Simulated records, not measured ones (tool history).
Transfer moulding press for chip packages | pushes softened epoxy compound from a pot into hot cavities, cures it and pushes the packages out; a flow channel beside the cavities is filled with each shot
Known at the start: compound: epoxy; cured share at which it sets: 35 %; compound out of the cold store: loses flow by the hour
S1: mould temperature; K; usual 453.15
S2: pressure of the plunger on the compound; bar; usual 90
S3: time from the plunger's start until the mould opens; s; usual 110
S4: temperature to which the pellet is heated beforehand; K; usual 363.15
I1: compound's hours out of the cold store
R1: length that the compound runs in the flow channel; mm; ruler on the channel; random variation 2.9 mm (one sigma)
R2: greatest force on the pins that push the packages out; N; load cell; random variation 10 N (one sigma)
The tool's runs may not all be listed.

run,day,S1,S2,S3,S4,I1,R1,R2
1,0,453.15,90,110,363.15,39.3,758,725
2,0.6,453.15,90,110,363.15,10.5,839,819
3,1.104,453.15,90,110,363.15,30,774,832
4,1.571,453.15,90,110,363.15,27.7,789,847
5,1.862,446.15,90,110,363.15,21.5,820,1346
6,2.367,446.15,90,110,363.15,39.6,774,1337
7,2.892,456.15,90,110,363.15,34.7,759,855
8,3.338,456.15,90,110,363.15,18.3,803,871
9,3.817,456.15,90,110,363.15,31.9,755,886
# day 3.967: cavities cleaned with cleaning compound and waxed
10,4.492,456.15,90,110,363.15,11.3,830,993
11,5.042,456.15,90,110,363.15,10.7,826,1014
# day 5.321: cavities cleaned with cleaning compound and waxed, once more
12,5.712,456.15,90,110,363.15,29.1,766,492
13,5.971,453.15,90,110,363.15,9.8,840,610
14,6.233,453.15,90,110,363.15,32.2,768,607
15,6.575,453.15,90,127,363.15,33.2,763,559
16,6.9,453.15,90,127,363.15,39.3,745,564
17,7.417,453.15,90,127,363.15,23.8,787,671
18,8.029,456.15,71.9,103,370.15,17.3,717,736
19,8.346,453.15,69.5,123,358.15,24.7,689,752
20,8.662,453.15,69.5,123,358.15,18.1,711,743
# day 9.179: plunger's sealing rings changed
21,9.325,450.15,69.5,103,358.15,34.5,700,1144
22,9.608,453.15,70.5,93,363.15,40.7,681,1162
23,9.979,448.15,90,115,363.15,34.6,806,1093
24,10.538,455.15,90,110,363.15,46.7,746,833
25,10.854,453.15,90,102,363.15,27.8,803,1043
26,11.171,453.15,90,125,363.15,35.6,784,824
27,11.483,453.15,90,125,363.15,37.5,774,859
# day 11.829: cavities cleaned with cleaning compound and waxed
28,11.829,453.15,93,125,367.15,8.2,888,442

Forecast each of these 4 alternatives for the next run:
A,12.1,456.15,87.5,110,369.15,15.6,?,?
B,12.1,453.15,73,101,371.15,27.7,?,?
C,12.1,455.15,94.7,141,367.15,41.2,?,?
D,12.1,453.15,93,125,367.15,22.2,?,?

run,R1,R2
A,825,498
B,725,615
C,778,452
D,837,481
Without the tool's hidden state the same runs would have given:
run,R1,R2
A,828,455
B,728,559
C,781,415
D,841,440
